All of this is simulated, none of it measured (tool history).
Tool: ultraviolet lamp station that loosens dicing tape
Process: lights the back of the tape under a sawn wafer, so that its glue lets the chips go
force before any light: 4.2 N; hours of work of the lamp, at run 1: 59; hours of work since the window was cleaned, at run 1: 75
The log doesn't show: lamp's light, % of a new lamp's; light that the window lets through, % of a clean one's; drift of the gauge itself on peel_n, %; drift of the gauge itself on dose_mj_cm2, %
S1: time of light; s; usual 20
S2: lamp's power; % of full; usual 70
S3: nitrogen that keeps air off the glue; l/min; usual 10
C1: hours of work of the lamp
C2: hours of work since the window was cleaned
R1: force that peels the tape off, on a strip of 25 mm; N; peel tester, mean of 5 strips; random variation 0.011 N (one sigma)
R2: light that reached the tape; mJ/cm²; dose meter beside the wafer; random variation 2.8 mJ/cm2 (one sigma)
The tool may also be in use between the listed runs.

run	hour	S1	S2	S3	C1	C2	R1	R2
1	0	20	70	10	59	75	0.513	361
2	7.3	20	70	10	64	79	0.506	357
3	12.7	20	75	10	67	82	0.48	385
4	21.4	20	69	10	72	88	0.519	350
5	26.7	20	70	8	76	91	0.604	353
6	32.6	20	70	8	79	95	0.552	362
7	41.3	20	70	10	85	100	0.509	354
8	49.1	20	70	10	89	105	0.519	353
9	58.3	20	70	10	95	111	0.551	352
10	67.8	20	70	10	101	117	0.531	354
11	72.1	20	70	10	104	119	0.529	351
# hour 73.1: window cleaned of glue's vapour
12	80.4	20	70	10	109	5	0.56	348
13	87.2	20	70	10	113	9	0.516	347
14	91.5	20	86	10	115	11	0.4	423
15	98.9	20	86	10	120	16	0.411	421
16	104.9	23	86	10	124	20	0.343	485
17	112	20	69	10	128	24	0.548	343
18	115.9	20	69	10	131	27	0.557	335
# hour 124: window cleaned of glue's vapour, once more
19	124.8	20	69	10	136	1	0.563	342
20	129.7	37	70	10	139	4	0.276	640
21	137.6	20	76	10	144	8	0.468	379
22	146.4	28	98	6	149	14	0.289	673
23	150.7	15	70	5	152	17	1.144	261
24	155.4	21	70	5	155	20	0.756	359
25	161.5	21	70	8	159	23	0.595	360
26	169.1	13	70	8	163	28	1.105	222
27	175.2	13	70	8	167	32	1.102	225
28	183.2	21	61	10	172	37	0.644	312
29	192.7	20	86	13	178	43	0.376	415

Run 30 comes next. What will it give?
30	196.9	20	86	13	181	45	?	?

R1: 0.369 N
R2: 417 mJ/cm²
Without the tool's hidden state the same run would have given R1 0.322 N, R2 466 mJ/cm².
